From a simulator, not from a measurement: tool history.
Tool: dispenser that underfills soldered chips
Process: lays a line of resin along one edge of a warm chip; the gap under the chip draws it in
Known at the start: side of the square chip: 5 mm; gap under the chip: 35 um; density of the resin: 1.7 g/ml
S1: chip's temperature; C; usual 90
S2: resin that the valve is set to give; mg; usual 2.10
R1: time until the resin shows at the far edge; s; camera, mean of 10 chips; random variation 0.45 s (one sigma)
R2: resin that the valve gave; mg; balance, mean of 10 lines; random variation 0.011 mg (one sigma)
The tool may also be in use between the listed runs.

run 1 day=0.000 | S1=90 S2=2.10 | R1=42.7 R2=2.04
-- day=0.254 new syringe of resin
run 2 day=0.496 | S1=90 S2=2.10 | R1=42.0 R2=2.04
-- day=0.771 new syringe of resin
run 3 day=1.038 | S1=90 S2=2.10 | R1=42.7 R2=2.01
-- day=1.279 new syringe of resin
run 4 day=1.433 | S1=90 S2=2.10 | R1=39.3 R2=2.02
-- day=1.821 new syringe of resin
run 5 day=2.129 | S1=90 S2=2.10 | R1=42.8 R2=2.01
-- day=2.312 new syringe of resin
run 6 day=2.754 | S1=90 S2=2.10 | R1=46.8 R2=1.99
-- day=2.825 new syringe of resin
run 7 day=3.296 | S1=90 S2=2.62 | R1=45.4 R2=2.44
-- day=3.350 new syringe of resin
run 8 day=3.658 | S1=90 S2=2.62 | R1=42.4 R2=2.45
-- day=3.862 new syringe of resin
-- day=4.392 new syringe of resin
run 9 day=4.392 | S1=90 S2=2.62 | R1=34.9 R2=2.43
run 10 day=4.750 | S1=90 S2=2.06 | R1=45.1 R2=1.92
-- day=4.904 new syringe of resin
run 11 day=5.321 | S1=90 S2=2.06 | R1=47.6 R2=1.88
-- day=5.429 new syringe of resin
-- day=5.933 new syringe of resin
run 12 day=6.033 | S1=90 S2=1.89 | R1=40.6 R2=1.70
-- day=6.433 new syringe of resin
run 13 day=6.458 | S1=90 S2=1.89 | R1=36.7 R2=1.71
-- day=6.962 new syringe of resin
-- day=7.104 dispensing valve cleaned and set on the balance
run 14 day=7.204 | S1=95 S2=1.99 | R1=35.8 R2=1.99
-- day=7.550 new syringe of resin
run 15 day=7.804 | S1=95 S2=1.99 | R1=37.5 R2=1.98
-- day=8.062 new syringe of resin
run 16 day=8.383 | S1=85 S2=2.60 | R1=48.5 R2=2.57
-- day=8.612 new syringe of resin
run 17 day=9.083 | S1=88 S2=1.98 | R1=50.4 R2=1.93
-- day=9.154 new syringe of resin
-- day=9.650 new syringe of resin
run 18 day=9.650 | S1=86 S2=2.10 | R1=38.5 R2=2.06
run 19 day=10.021 | S1=81 S2=2.56 | R1=54.4 R2=2.50
-- day=10.171 new syringe of resin
run 20 day=10.608 | S1=105 S2=2.07 | R1=32.0 R2=2.00
-- day=10.708 new syringe of resin
run 21 day=11.054 | S1=105 S2=2.07 | R1=30.6 R2=1.99
-- day=11.225 new syringe of resin
run 22 day=11.404 | S1=86 S2=2.35 | R1=43.8 R2=2.24
-- day=11.725 new syringe of resin
run 23 day=12.133 | S1=102 S2=2.62 | R1=32.8 R2=2.50
-- day=12.221 new syringe of resin
run 24 day=12.608 | S1=90 S2=2.09 | R1=45.6 R2=1.97
-- day=12.758 new syringe of resin
run 25 day=12.983 | S1=90 S2=2.09 | R1=42.1 R2=1.96
-- day=13.267 new syringe of resin
run 26 day=13.712 | S1=90 S2=2.09 | R1=48.2 R2=1.93

4 ways to go on from here, each from the tool as it stands after run 26. What would each give?
-- day=13.783 new syringe of resin
-- day=14.300 new syringe of resin
run A day=14.438 | S1=90 S2=2.06 | R1=? R2=?
-- day=13.783 new syringe of resin
-- day=14.300 new syringe of resin
run B day=14.438 | S1=81 S2=1.80 | R1=? R2=?
-- day=13.783 new syringe of resin
-- day=14.300 new syringe of resin
run C day=14.438 | S1=76 S2=1.96 | R1=? R2=?
-- day=13.783 new syringe of resin
-- day=14.300 new syringe of resin
run D day=14.438 | S1=76 S2=1.95 | R1=? R2=?

run=A R1=38.8 R2=1.91
run=B R1=53.1 R2=1.66
run=C R1=58.7 R2=1.84
run=D R1=59.0 R2=1.82
Without the tool's hidden state the same runs would have given:
run=A R1=34.0 R2=2.06
run=B R1=45.8 R2=1.79
run=C R1=51.1 R2=1.98
run=D R1=51.3 R2=1.96
